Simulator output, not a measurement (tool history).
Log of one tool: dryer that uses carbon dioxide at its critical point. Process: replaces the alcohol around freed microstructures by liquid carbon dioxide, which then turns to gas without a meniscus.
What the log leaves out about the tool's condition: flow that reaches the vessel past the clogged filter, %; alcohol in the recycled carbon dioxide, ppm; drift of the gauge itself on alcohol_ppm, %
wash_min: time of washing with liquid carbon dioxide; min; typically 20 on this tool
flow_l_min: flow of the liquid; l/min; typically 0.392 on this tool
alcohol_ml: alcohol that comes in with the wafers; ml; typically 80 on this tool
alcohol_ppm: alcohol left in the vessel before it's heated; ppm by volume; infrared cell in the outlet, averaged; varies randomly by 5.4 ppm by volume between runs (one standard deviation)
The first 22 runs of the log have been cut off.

run,hour,wash_min,flow_l_min,alcohol_ml,hours of work since the filter was changed,hours of work since the purifier's bed was changed,alcohol_ppm
23,475.7,19,0.338,52,111,517,535
24,495.5,29,0.312,21,121,528,216
25,512.8,29,0.312,21,130,536,222
26,540.7,29,0.312,21,144,551,234
27,570.8,14,0.272,24,159,566,1411
28,595.6,13,0.392,49,172,579,1165
29,617.1,20,0.577,51,183,590,239
30,635.7,20,0.298,83,192,599,1048
31,663.3,19,0.298,83,207,613,1281
32,692.3,16,0.267,56,221,628,2337
33,711.5,16,0.463,56,231,638,463
34,729.3,19,0.593,56,240,647,262
35,745.5,22,0.632,56,248,655,267

Each row is a separate what-if for the run after 35, all from the same tool condition, not one after another. Results?
A,770.9,26,0.392,110,261,668,?
B,770.9,17,0.632,56,261,668,?
C,770.9,20,0.529,21,261,668,?
D,770.9,12,0.344,56,261,668,?

run,alcohol_ppm
A,301
B,274
C,269
D,2751
With the hidden condition removed and each run's random variation left untouched, the same runs would have given:
run,alcohol_ppm
A,27
B,8
C,13
D,1862
